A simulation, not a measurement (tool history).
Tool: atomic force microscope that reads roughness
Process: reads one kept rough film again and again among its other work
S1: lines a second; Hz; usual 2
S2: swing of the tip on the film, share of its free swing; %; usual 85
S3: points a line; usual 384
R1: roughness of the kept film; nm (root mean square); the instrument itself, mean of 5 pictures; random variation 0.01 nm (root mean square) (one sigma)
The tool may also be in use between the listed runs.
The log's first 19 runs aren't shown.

run     day    S1  S2   S3     R1
     27.888  -- new tip fitted
 20  29.033     2  85  384  2.361
 21  29.983  1.23  76  794   2.69
 22  31.796  2.36  73  259  2.486
 23  33.875     2  85  462  2.307
     34.938  -- new tip fitted
 24  35.471     2  85  462  2.351
 25  36.312  1.49  85  757  2.462
 26  37.654  1.49  85  757  2.475
 27  39.288     2  69  384  2.611
 28  40.575     2  69  384  2.618
 29  41.638     2  69  384  2.594
     41.954  -- new tip fitted
 30  43.738     2  63  947  2.728
 31    45.2  2.36  61  754  2.704
 32    46.8   0.9  65  419  2.787
     47.879  -- height scale calibrated on a step standard
 33  48.154  0.81  78  674  2.753
     49.083  -- new tip fitted
 34  50.271  2.14  69  384  2.694
 35  51.271  2.14  69  384  2.686
 36  52.138  2.14  69  384  2.678
 37  53.938  1.66  59  384  2.828
 38  55.321  1.66  59  384  2.833
     56.092  -- new tip fitted
 39  57.129  1.66  86  524  2.444

4 ways to go on from here, each from the tool as it stands after run 39. What would each give?
  A  58.429     2  64  384   ?
  B  58.429  0.96  57  817   ?
  C  58.429  1.32  86  746   ?
  D  58.429  3.59  88  524   ?

run     R1
  A  2.749
  B  2.904
  C  2.539
  D  1.933
Without the tool's hidden state the same runs would have given:
run     R1
  A  2.779
  B  2.936
  C  2.567
  D  1.954
